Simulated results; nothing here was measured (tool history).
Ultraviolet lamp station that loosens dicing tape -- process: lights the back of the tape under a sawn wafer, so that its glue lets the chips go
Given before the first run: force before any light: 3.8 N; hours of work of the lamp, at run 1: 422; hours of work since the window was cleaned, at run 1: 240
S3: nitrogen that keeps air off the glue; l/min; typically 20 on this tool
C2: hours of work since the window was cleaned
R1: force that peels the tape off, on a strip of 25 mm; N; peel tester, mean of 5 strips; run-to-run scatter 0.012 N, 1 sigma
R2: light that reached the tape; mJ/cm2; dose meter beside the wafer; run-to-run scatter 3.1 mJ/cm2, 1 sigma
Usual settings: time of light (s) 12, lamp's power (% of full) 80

run 1 day=0 | time_of_light_(s)=12 lamp's_power_(%_of_full)=80 S3=20 | hours_of_work_of_the_lamp=422 C2=240 | R1=0.743 R2=382
run 2 day=0.838 | time_of_light_(s)=12 lamp's_power_(%_of_full)=83 S3=20 | hours_of_work_of_the_lamp=432 C2=249 | R1=0.687 R2=398
run 3 day=1.562 | time_of_light_(s)=12 lamp's_power_(%_of_full)=83 S3=20 | hours_of_work_of_the_lamp=440 C2=258 | R1=0.722 R2=394
run 4 day=2.083 | time_of_light_(s)=12 lamp's_power_(%_of_full)=83 S3=20 | hours_of_work_of_the_lamp=446 C2=264 | R1=0.727 R2=392
run 5 day=2.829 | time_of_light_(s)=9 lamp's_power_(%_of_full)=80 S3=20 | hours_of_work_of_the_lamp=454 C2=272 | R1=1.061 R2=282
run 6 day=3.6 | time_of_light_(s)=9 lamp's_power_(%_of_full)=80 S3=20 | hours_of_work_of_the_lamp=463 C2=281 | R1=1.078 R2=284
run 7 day=4.125 | time_of_light_(s)=9 lamp's_power_(%_of_full)=80 S3=20 | hours_of_work_of_the_lamp=469 C2=287 | R1=1.057 R2=279
run 8 day=4.962 | time_of_light_(s)=9 lamp's_power_(%_of_full)=80 S3=20 | hours_of_work_of_the_lamp=478 C2=296 | R1=1.067 R2=281
run 9 day=5.629 | time_of_light_(s)=14 lamp's_power_(%_of_full)=80 S3=20 | hours_of_work_of_the_lamp=486 C2=304 | R1=0.607 R2=434
run 10 day=6.554 | time_of_light_(s)=14 lamp's_power_(%_of_full)=80 S3=20 | hours_of_work_of_the_lamp=497 C2=314 | R1=0.616 R2=427
run 11 day=7.038 | time_of_light_(s)=14 lamp's_power_(%_of_full)=80 S3=20 | hours_of_work_of_the_lamp=502 C2=320 | R1=0.651 R2=428
run 12 day=7.788 | time_of_light_(s)=14 lamp's_power_(%_of_full)=80 S3=20 | hours_of_work_of_the_lamp=511 C2=328 | R1=0.623 R2=430
run 13 day=8.775 | time_of_light_(s)=12 lamp's_power_(%_of_full)=80 S3=35 | hours_of_work_of_the_lamp=522 C2=340 | R1=0.579 R2=361
run 14 day=9.729 | time_of_light_(s)=12 lamp's_power_(%_of_full)=80 S3=20 | hours_of_work_of_the_lamp=533 C2=351 | R1=0.821 R2=355
-- day=10.325 window cleaned of glue's vapour
run 15 day=10.742 | time_of_light_(s)=12 lamp's_power_(%_of_full)=80 S3=20 | hours_of_work_of_the_lamp=544 C2=5 | R1=0.748 R2=375
run 16 day=11.538 | time_of_light_(s)=12 lamp's_power_(%_of_full)=81 S3=10 | hours_of_work_of_the_lamp=553 C2=14 | R1=1.071 R2=374
run 17 day=12.542 | time_of_light_(s)=18 lamp's_power_(%_of_full)=81 S3=10 | hours_of_work_of_the_lamp=564 C2=25 | R1=0.655 R2=566
run 18 day=13.025 | time_of_light_(s)=12 lamp's_power_(%_of_full)=71 S3=20 | hours_of_work_of_the_lamp=570 C2=31 | R1=0.875 R2=330
run 19 day=13.562 | time_of_light_(s)=12 lamp's_power_(%_of_full)=71 S3=20 | hours_of_work_of_the_lamp=576 C2=37 | R1=0.871 R2=325
run 20 day=14.138 | time_of_light_(s)=15 lamp's_power_(%_of_full)=64 S3=20 | hours_of_work_of_the_lamp=583 C2=43 | R1=0.776 R2=363
run 21 day=14.933 | time_of_light_(s)=15 lamp's_power_(%_of_full)=64 S3=20 | hours_of_work_of_the_lamp=592 C2=52 | R1=0.78 R2=364
run 22 day=15.7 | time_of_light_(s)=15 lamp's_power_(%_of_full)=64 S3=20 | hours_of_work_of_the_lamp=600 C2=61 | R1=0.777 R2=364
run 23 day=16.483 | time_of_light_(s)=12 lamp's_power_(%_of_full)=80 S3=15 | hours_of_work_of_the_lamp=609 C2=70 | R1=0.928 R2=356
run 24 day=16.95 | time_of_light_(s)=13 lamp's_power_(%_of_full)=80 S3=6 | hours_of_work_of_the_lamp=615 C2=75 | R1=1.333 R2=391
run 25 day=17.488 | time_of_light_(s)=6 lamp's_power_(%_of_full)=82 S3=24 | hours_of_work_of_the_lamp=621 C2=82 | R1=1.53 R2=182
run 26 day=18.433 | time_of_light_(s)=21 lamp's_power_(%_of_full)=93 S3=6 | hours_of_work_of_the_lamp=632 C2=92 | R1=0.59 R2=720
run 27 day=19.238 | time_of_light_(s)=7 lamp's_power_(%_of_full)=63 S3=10 | hours_of_work_of_the_lamp=641 C2=101 | R1=2.097 R2=160

Below are 5 alternative next runs, each starting from the tool's condition after run 27. Predict each:
run A day=19.892 | time_of_light_(s)=14 lamp's_power_(%_of_full)=63 S3=11 | hours_of_work_of_the_lamp=648 C2=109 | R1=? R2=?
run B day=19.892 | time_of_light_(s)=9 lamp's_power_(%_of_full)=63 S3=10 | hours_of_work_of_the_lamp=648 C2=109 | R1=? R2=?
run C day=19.892 | time_of_light_(s)=7 lamp's_power_(%_of_full)=80 S3=20 | hours_of_work_of_the_lamp=648 C2=109 | R1=? R2=?
run D day=19.892 | time_of_light_(s)=10 lamp's_power_(%_of_full)=80 S3=11 | hours_of_work_of_the_lamp=648 C2=109 | R1=? R2=?
run E day=19.892 | time_of_light_(s)=12 lamp's_power_(%_of_full)=63 S3=8 | hours_of_work_of_the_lamp=648 C2=109 | R1=? R2=?

run=A R1=1.182 R2=321
run=B R1=1.872 R2=210
run=C R1=1.528 R2=203
run=D R1=1.358 R2=294
run=E R1=1.601 R2=279
What these runs would have given with no unlogged condition in the tool:
run=A R1=0.84 R2=432
run=B R1=1.48 R2=282
run=C R1=1.134 R2=275
run=D R1=0.983 R2=396
run=E R1=1.215 R2=375
